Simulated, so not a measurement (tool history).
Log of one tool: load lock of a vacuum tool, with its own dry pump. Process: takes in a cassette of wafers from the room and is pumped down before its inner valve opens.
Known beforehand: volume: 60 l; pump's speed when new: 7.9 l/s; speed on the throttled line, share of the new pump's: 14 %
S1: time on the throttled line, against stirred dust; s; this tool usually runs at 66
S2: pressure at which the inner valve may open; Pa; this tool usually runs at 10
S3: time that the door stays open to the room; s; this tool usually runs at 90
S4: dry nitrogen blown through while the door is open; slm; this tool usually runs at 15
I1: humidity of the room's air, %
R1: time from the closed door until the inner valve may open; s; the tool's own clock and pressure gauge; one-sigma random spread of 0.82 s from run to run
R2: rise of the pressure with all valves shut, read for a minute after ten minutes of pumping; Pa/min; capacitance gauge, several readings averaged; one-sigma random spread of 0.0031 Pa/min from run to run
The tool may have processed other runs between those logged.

{"run": 1, "hour": 0.0, "S1": 66, "S2": 10, "S3": 90, "S4": 15, "I1": 44.7, "R1": 136.1, "R2": 0.507}
{"run": 2, "hour": 59.5, "S1": 36, "S2": 10, "S3": 90, "S4": 15, "I1": 43.6, "R1": 108.7, "R2": 0.509}
{"run": 3, "hour": 169.7, "S1": 36, "S2": 10, "S3": 90, "S4": 24, "I1": 47.5, "R1": 111.5, "R2": 0.509}
{"run": 4, "hour": 241.2, "S1": 93, "S2": 10, "S3": 90, "S4": 24, "I1": 45.8, "R1": 157.9, "R2": 0.517}
{"run": 5, "hour": 350.2, "S1": 93, "S2": 10, "S3": 90, "S4": 24, "I1": 44.9, "R1": 158, "R2": 0.526}
{"run": 6, "hour": 420.3, "S1": 124, "S2": 10, "S3": 90, "S4": 15, "I1": 43.9, "R1": 185.5, "R2": 0.535}
{"run": 7, "hour": 485.1, "S1": 124, "S2": 10, "S3": 90, "S4": 15, "I1": 52.1, "R1": 185.6, "R2": 0.564}
{"run": 8, "hour": 581.4, "S1": 66, "S2": 10, "S3": 41, "S4": 15, "I1": 42.1, "R1": 136.8, "R2": 0.527}
{"run": 9, "hour": 649.4, "S1": 66, "S2": 10, "S3": 41, "S4": 15, "I1": 42.6, "R1": 138.2, "R2": 0.535}
{"run": 10, "hour": 778.1, "S1": 66, "S2": 10, "S3": 41, "S4": 15, "I1": 46.7, "R1": 136.3, "R2": 0.559}
{"run": 11, "hour": 889.0, "S1": 66, "S2": 15, "S3": 90, "S4": 15, "I1": 44.7, "R1": 133.2, "R2": 0.601}
{"run": 12, "hour": 958.4, "S1": 66, "S2": 10, "S3": 90, "S4": 15, "I1": 44.7, "R1": 136, "R2": 0.61}
{"run": 13, "hour": 1020.5, "S1": 66, "S2": 10, "S3": 90, "S4": 15, "I1": 42.1, "R1": 136.8, "R2": 0.607}
{"run": 14, "hour": 1101.8, "S1": 66, "S2": 10, "S3": 90, "S4": 8, "I1": 42.8, "R1": 135.7, "R2": 0.623}
{"run": 15, "hour": 1212.8, "S1": 66, "S2": 10, "S3": 90, "S4": 15, "I1": 43, "R1": 138, "R2": 0.627}
{"run": 16, "hour": 1343.5, "S1": 66, "S2": 10, "S3": 90, "S4": 15, "I1": 46.1, "R1": 138.8, "R2": 0.654}
{"run": 17, "hour": 1477.7, "S1": 66, "S2": 10, "S3": 90, "S4": 15, "I1": 43.2, "R1": 137, "R2": 0.653}
{"run": 18, "hour": 1599.5, "S1": 66, "S2": 10, "S3": 90, "S4": 15, "I1": 45.8, "R1": 136.9, "R2": 0.68}
{"run": 19, "hour": 1731.1, "S1": 66, "S2": 11, "S3": 90, "S4": 15, "I1": 46.1, "R1": 137.6, "R2": 0.702}
{"hour": 1791.5, "done": "door's seal changed, seat wiped"}
{"run": 20, "hour": 1857.0, "S1": 66, "S2": 11, "S3": 90, "S4": 15, "I1": 46.1, "R1": 137.9, "R2": 0.066}
{"run": 21, "hour": 1947.8, "S1": 66, "S2": 11, "S3": 90, "S4": 15, "I1": 40, "R1": 135.6, "R2": 0.062}
{"run": 22, "hour": 2054.9, "S1": 69, "S2": 11, "S3": 56, "S4": 15, "I1": 48.1, "R1": 140.7, "R2": 0.059}
{"run": 23, "hour": 2166.2, "S1": 69, "S2": 11, "S3": 188, "S4": 20, "I1": 46.3, "R1": 141, "R2": 0.121}
{"run": 24, "hour": 2294.3, "S1": 82, "S2": 10, "S3": 90, "S4": 37, "I1": 43.1, "R1": 151.8, "R2": 0.061}
{"run": 25, "hour": 2396.1, "S1": 45, "S2": 10, "S3": 81, "S4": 26, "I1": 43.6, "R1": 121.3, "R2": 0.068}
{"run": 26, "hour": 2516.6, "S1": 45, "S2": 10, "S3": 81, "S4": 26, "I1": 42, "R1": 121.9, "R2": 0.067}
{"run": 27, "hour": 2641.1, "S1": 66, "S2": 7, "S3": 60, "S4": 6, "I1": 46.8, "R1": 144.5, "R2": 0.086}
{"run": 28, "hour": 2774.5, "S1": 66, "S2": 7, "S3": 60, "S4": 6, "I1": 45.5, "R1": 144.8, "R2": 0.086}
{"run": 29, "hour": 2912.7, "S1": 38, "S2": 7, "S3": 70, "S4": 6, "I1": 45.3, "R1": 121.8, "R2": 0.094}
{"run": 30, "hour": 2994.1, "S1": 66, "S2": 10, "S3": 45, "S4": 15, "I1": 47.8, "R1": 140.9, "R2": 0.076}
{"run": 31, "hour": 3078.8, "S1": 66, "S2": 10, "S3": 45, "S4": 15, "I1": 40.7, "R1": 140.6, "R2": 0.076}
{"run": 32, "hour": 3188.2, "S1": 66, "S2": 8, "S3": 85, "S4": 5, "I1": 44.3, "R1": 142.9, "R2": 0.12}
{"run": 33, "hour": 3312.4, "S1": 66, "S2": 8, "S3": 85, "S4": 5, "I1": 49, "R1": 142.9, "R2": 0.124}

Below, some changes in R1 between adjacent runs. For each, the amount present without the hidden state too (settings, incoming material, random variation) and the amount remaining for the hidden state with gauge scatter not shared by both compared results:
Unlogged tool condition in this case: pump's speed, % of a new pump's; leak at the door's seal, Pa l/s; drift of the gauge itself on ready_s, %; drift of the gauge itself on rise_pa_min, %.
Run 3 -> 4: S1 36 -> 93. R1 +46.4 s: hidden state -1, all else +47.4.
Run 7 -> 8: S1 124 -> 66, S3 90 -> 41. R1 -48.8 s: hidden state +1.3, all else -50.1.
Run 24 -> 25: S1 82 -> 45, S3 90 -> 81, S4 37 -> 26. R1 -30.5 s: hidden state +0.9, all else -31.4.
Run 28 -> 29: S1 66 -> 38, S3 60 -> 70. R1 -23 s: hidden state +1.2, all else -24.2.
Run 29 -> 30: S1 38 -> 66, S2 7 -> 10, S3 70 -> 45, S4 6 -> 15. R1 +19.1 s: hidden state -1.4, all else +20.5.
